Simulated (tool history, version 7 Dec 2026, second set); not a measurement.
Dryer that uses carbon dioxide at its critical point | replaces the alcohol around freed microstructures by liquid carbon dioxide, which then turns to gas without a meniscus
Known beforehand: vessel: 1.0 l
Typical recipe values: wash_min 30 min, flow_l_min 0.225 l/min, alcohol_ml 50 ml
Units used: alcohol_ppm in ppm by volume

{"run": 1, "hour": 0.0, "wash_min": 30, "flow_l_min": 0.225, "alcohol_ml": 50, "alcohol_ppm": 595}
{"run": 2, "hour": 13.9, "wash_min": 30, "flow_l_min": 0.225, "alcohol_ml": 40, "alcohol_ppm": 499}
{"run": 3, "hour": 39.3, "wash_min": 30, "flow_l_min": 0.225, "alcohol_ml": 40, "alcohol_ppm": 514}
{"run": 4, "hour": 61.9, "wash_min": 30, "flow_l_min": 0.225, "alcohol_ml": 33, "alcohol_ppm": 441}
{"run": 5, "hour": 88.3, "wash_min": 30, "flow_l_min": 0.225, "alcohol_ml": 33, "alcohol_ppm": 464}
{"run": 6, "hour": 116.4, "wash_min": 30, "flow_l_min": 0.211, "alcohol_ml": 50, "alcohol_ppm": 389}
{"run": 7, "hour": 130.1, "wash_min": 30, "flow_l_min": 0.211, "alcohol_ml": 50, "alcohol_ppm": 377}
{"run": 8, "hour": 156.8, "wash_min": 30, "flow_l_min": 0.171, "alcohol_ml": 50, "alcohol_ppm": 846}
{"run": 9, "hour": 179.8, "wash_min": 38, "flow_l_min": 0.225, "alcohol_ml": 50, "alcohol_ppm": 152}
{"run": 10, "hour": 203.7, "wash_min": 38, "flow_l_min": 0.225, "alcohol_ml": 50, "alcohol_ppm": 156}
{"run": 11, "hour": 216.2, "wash_min": 30, "flow_l_min": 0.179, "alcohol_ml": 50, "alcohol_ppm": 758}
{"run": 12, "hour": 236.0, "wash_min": 30, "flow_l_min": 0.335, "alcohol_ml": 54, "alcohol_ppm": 133}
{"run": 13, "hour": 252.0, "wash_min": 30, "flow_l_min": 0.313, "alcohol_ml": 36, "alcohol_ppm": 127}
{"run": 14, "hour": 274.9, "wash_min": 30, "flow_l_min": 0.185, "alcohol_ml": 36, "alcohol_ppm": 531}
{"run": 15, "hour": 290.7, "wash_min": 31, "flow_l_min": 0.143, "alcohol_ml": 103, "alcohol_ppm": 3031}
{"run": 16, "hour": 315.1, "wash_min": 31, "flow_l_min": 0.143, "alcohol_ml": 103, "alcohol_ppm": 3142}
{"run": 17, "hour": 338.9, "wash_min": 25, "flow_l_min": 0.225, "alcohol_ml": 111, "alcohol_ppm": 1452}
{"run": 18, "hour": 363.9, "wash_min": 28, "flow_l_min": 0.282, "alcohol_ml": 65, "alcohol_ppm": 263}
{"run": 19, "hour": 390.0, "wash_min": 28, "flow_l_min": 0.282, "alcohol_ml": 65, "alcohol_ppm": 269}

Removed from this log: 1 entry logged between the listed runs. Between which two listed runs does each belong, and how does the tool's hidden state at the listed run before it compare with that at the listed run after it?
Run 5 -> run 6: inlet filter changed (hour 112.6)
  flow that reaches the vessel past the clogged filter, %: 81.5 -> 99.9; alcohol in the recycled carbon dioxide, ppm: 90 -> 93
  measured result minus the result with no hidden state, alcohol_ppm: +326 -> +91 ppm by volume

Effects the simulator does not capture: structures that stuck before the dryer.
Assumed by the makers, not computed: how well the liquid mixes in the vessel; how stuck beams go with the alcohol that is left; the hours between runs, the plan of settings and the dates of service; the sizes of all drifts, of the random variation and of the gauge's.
